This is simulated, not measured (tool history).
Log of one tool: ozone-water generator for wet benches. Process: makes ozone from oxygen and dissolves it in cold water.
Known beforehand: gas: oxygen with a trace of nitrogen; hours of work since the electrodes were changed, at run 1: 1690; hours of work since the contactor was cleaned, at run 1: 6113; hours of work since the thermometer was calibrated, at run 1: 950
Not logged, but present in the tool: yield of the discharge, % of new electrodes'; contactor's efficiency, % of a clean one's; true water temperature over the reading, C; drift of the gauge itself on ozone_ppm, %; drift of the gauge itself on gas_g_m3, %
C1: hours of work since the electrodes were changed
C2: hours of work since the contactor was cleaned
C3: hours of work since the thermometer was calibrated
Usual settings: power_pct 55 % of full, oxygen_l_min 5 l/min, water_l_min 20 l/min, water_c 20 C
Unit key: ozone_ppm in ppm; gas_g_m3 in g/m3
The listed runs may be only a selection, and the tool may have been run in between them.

{"run": 1, "hour": 0.0, "power_pct": 55, "oxygen_l_min": 5, "water_l_min": 20, "water_c": 20, "C1": 1690, "C2": 6113, "C3": 950, "ozone_ppm": 18.7, "gas_g_m3": 222.2}
{"run": 2, "hour": 69.4, "power_pct": 81, "oxygen_l_min": 5, "water_l_min": 20, "water_c": 20, "C1": 1732, "C2": 6155, "C3": 992, "ozone_ppm": 23.5, "gas_g_m3": 280.8}
{"run": 3, "hour": 164.3, "power_pct": 81, "oxygen_l_min": 6.09, "water_l_min": 20, "water_c": 20, "C1": 1789, "C2": 6212, "C3": 1050, "ozone_ppm": 22.6, "gas_g_m3": 244.2}
{"run": 4, "hour": 249.8, "power_pct": 55, "oxygen_l_min": 5, "water_l_min": 20, "water_c": 20, "C1": 1841, "C2": 6264, "C3": 1101, "ozone_ppm": 18.6, "gas_g_m3": 221.9}
{"run": 5, "hour": 296.9, "power_pct": 55, "oxygen_l_min": 5, "water_l_min": 20, "water_c": 20, "C1": 1869, "C2": 6292, "C3": 1130, "ozone_ppm": 18.4, "gas_g_m3": 220.8}
{"run": 6, "hour": 357.9, "power_pct": 55, "oxygen_l_min": 5, "water_l_min": 20, "water_c": 13, "C1": 1906, "C2": 6329, "C3": 1167, "ozone_ppm": 20.5, "gas_g_m3": 219.4}
{"run": 7, "hour": 411.9, "power_pct": 55, "oxygen_l_min": 5, "water_l_min": 26, "water_c": 13, "C1": 1939, "C2": 6362, "C3": 1199, "ozone_ppm": 16.4, "gas_g_m3": 221.5}
{"run": 8, "hour": 493.4, "power_pct": 55, "oxygen_l_min": 5, "water_l_min": 26, "water_c": 13, "C1": 1988, "C2": 6411, "C3": 1249, "ozone_ppm": 16.4, "gas_g_m3": 221.5}
{"run": 9, "hour": 552.6, "power_pct": 55, "oxygen_l_min": 5, "water_l_min": 26, "water_c": 13, "C1": 2024, "C2": 6447, "C3": 1284, "ozone_ppm": 16.2, "gas_g_m3": 221.1}
{"run": 10, "hour": 605.0, "power_pct": 55, "oxygen_l_min": 5, "water_l_min": 26, "water_c": 13, "C1": 2055, "C2": 6478, "C3": 1316, "ozone_ppm": 16.1, "gas_g_m3": 221.6}
{"run": 11, "hour": 700.2, "power_pct": 55, "oxygen_l_min": 5, "water_l_min": 26, "water_c": 13, "C1": 2113, "C2": 6536, "C3": 1374, "ozone_ppm": 16.4, "gas_g_m3": 219.7}
{"run": 12, "hour": 745.4, "power_pct": 55, "oxygen_l_min": 5.66, "water_l_min": 20, "water_c": 20, "C1": 2140, "C2": 6563, "C3": 1401, "ozone_ppm": 18.1, "gas_g_m3": 203}
{"run": 13, "hour": 812.5, "power_pct": 55, "oxygen_l_min": 3.62, "water_l_min": 20, "water_c": 20, "C1": 2181, "C2": 6604, "C3": 1441, "ozone_ppm": 19, "gas_g_m3": 273.9}
{"run": 14, "hour": 862.2, "power_pct": 55, "oxygen_l_min": 3.62, "water_l_min": 20, "water_c": 20, "C1": 2211, "C2": 6634, "C3": 1472, "ozone_ppm": 19.1, "gas_g_m3": 273.5}
{"run": 15, "hour": 925.8, "power_pct": 55, "oxygen_l_min": 7.63, "water_l_min": 20, "water_c": 20, "C1": 2249, "C2": 6672, "C3": 1510, "ozone_ppm": 17, "gas_g_m3": 166.1}
{"run": 16, "hour": 1013.4, "power_pct": 55, "oxygen_l_min": 7.63, "water_l_min": 20, "water_c": 20, "C1": 2302, "C2": 6725, "C3": 1563, "ozone_ppm": 17.1, "gas_g_m3": 164.1}
{"run": 17, "hour": 1058.1, "power_pct": 55, "oxygen_l_min": 5, "water_l_min": 20, "water_c": 19, "C1": 2329, "C2": 6752, "C3": 1590, "ozone_ppm": 18.6, "gas_g_m3": 218.6}
{"run": 18, "hour": 1112.6, "power_pct": 72, "oxygen_l_min": 4.09, "water_l_min": 17, "water_c": 13, "C1": 2362, "C2": 6785, "C3": 1623, "ozone_ppm": 27.7, "gas_g_m3": 295.8}
{"run": 19, "hour": 1207.5, "power_pct": 72, "oxygen_l_min": 4.09, "water_l_min": 17, "water_c": 13, "C1": 2420, "C2": 6842, "C3": 1680, "ozone_ppm": 27.9, "gas_g_m3": 294.8}
{"run": 20, "hour": 1284.4, "power_pct": 79, "oxygen_l_min": 5.73, "water_l_min": 18, "water_c": 27, "C1": 2466, "C2": 6889, "C3": 1727, "ozone_ppm": 21.5, "gas_g_m3": 246}
{"run": 21, "hour": 1370.6, "power_pct": 71, "oxygen_l_min": 4.63, "water_l_min": 20, "water_c": 17, "C1": 2518, "C2": 6941, "C3": 1779, "ozone_ppm": 22.5, "gas_g_m3": 268.6}
{"run": 22, "hour": 1462.0, "power_pct": 71, "oxygen_l_min": 4.63, "water_l_min": 20, "water_c": 17, "C1": 2574, "C2": 6996, "C3": 1834, "ozone_ppm": 22.6, "gas_g_m3": 268.4}
{"run": 23, "hour": 1529.8, "power_pct": 56, "oxygen_l_min": 5, "water_l_min": 21, "water_c": 20, "C1": 2614, "C2": 7037, "C3": 1875, "ozone_ppm": 18.1, "gas_g_m3": 221}
{"run": 24, "hour": 1620.1, "power_pct": 53, "oxygen_l_min": 5, "water_l_min": 20, "water_c": 16, "C1": 2669, "C2": 7092, "C3": 1930, "ozone_ppm": 19, "gas_g_m3": 213.9}
{"run": 25, "hour": 1701.1, "power_pct": 53, "oxygen_l_min": 5, "water_l_min": 25, "water_c": 16, "C1": 2718, "C2": 7141, "C3": 1979, "ozone_ppm": 16, "gas_g_m3": 211.6}
{"run": 26, "hour": 1755.5, "power_pct": 55, "oxygen_l_min": 5, "water_l_min": 20, "water_c": 28, "C1": 2751, "C2": 7174, "C3": 2011, "ozone_ppm": 16.3, "gas_g_m3": 214.1}
{"run": 27, "hour": 1801.7, "power_pct": 55, "oxygen_l_min": 8.93, "water_l_min": 18, "water_c": 17, "C1": 2779, "C2": 7202, "C3": 2039, "ozone_ppm": 18.6, "gas_g_m3": 145.7}
{"hour": 1820.7, "done": "gauge calibrated"}
{"run": 28, "hour": 1897.5, "power_pct": 43, "oxygen_l_min": 5, "water_l_min": 20, "water_c": 13, "C1": 2837, "C2": 7260, "C3": 2097, "ozone_ppm": 17.6, "gas_g_m3": 192.8}
{"run": 29, "hour": 1957.7, "power_pct": 43, "oxygen_l_min": 5, "water_l_min": 20, "water_c": 13, "C1": 2873, "C2": 7296, "C3": 2134, "ozone_ppm": 17.7, "gas_g_m3": 192}
{"run": 30, "hour": 1999.2, "power_pct": 43, "oxygen_l_min": 5, "water_l_min": 15, "water_c": 22, "C1": 2898, "C2": 7321, "C3": 2159, "ozone_ppm": 18.7, "gas_g_m3": 192.4}
{"run": 31, "hour": 2058.9, "power_pct": 43, "oxygen_l_min": 5, "water_l_min": 15, "water_c": 22, "C1": 2934, "C2": 7357, "C3": 2195, "ozone_ppm": 18.7, "gas_g_m3": 190.7}
{"run": 32, "hour": 2107.5, "power_pct": 90, "oxygen_l_min": 4.62, "water_l_min": 18, "water_c": 22, "C1": 2964, "C2": 7386, "C3": 2224, "ozone_ppm": 26.3, "gas_g_m3": 317}

How would selected steps in gas_g_m3 from run to run divide? Give the signed amount a tool lacking its hidden state would still show from settings, what came in and random variation, and the signed amount left for the hidden state, including any gauge scatter that is not in both of the compared results.
Run 14 -> 15: oxygen_l_min 3.62 -> 7.63. gas_g_m3 -107.4 g/m3: hidden state +1.3, all else -108.7.
Run 17 -> 18: power_pct 55 -> 72, oxygen_l_min 5 -> 4.09, water_l_min 20 -> 17, water_c 19 -> 13. gas_g_m3 +77.2 g/m3: hidden state -1.6, all else +78.8.
Run 26 -> 27: oxygen_l_min 5 -> 8.93, water_l_min 20 -> 18, water_c 28 -> 17. gas_g_m3 -68.4 g/m3: hidden state +1.8, all else -70.2.
Run 27 -> 28: power_pct 55 -> 43, oxygen_l_min 8.93 -> 5, water_l_min 18 -> 20, water_c 17 -> 13, gauge calibrated. gas_g_m3 +47.1 g/m3: hidden state +4, all else +43.1.
Run 31 -> 32: power_pct 43 -> 90, oxygen_l_min 5 -> 4.62, water_l_min 15 -> 18. gas_g_m3 +126.3 g/m3: hidden state -0.9, all else +127.2.
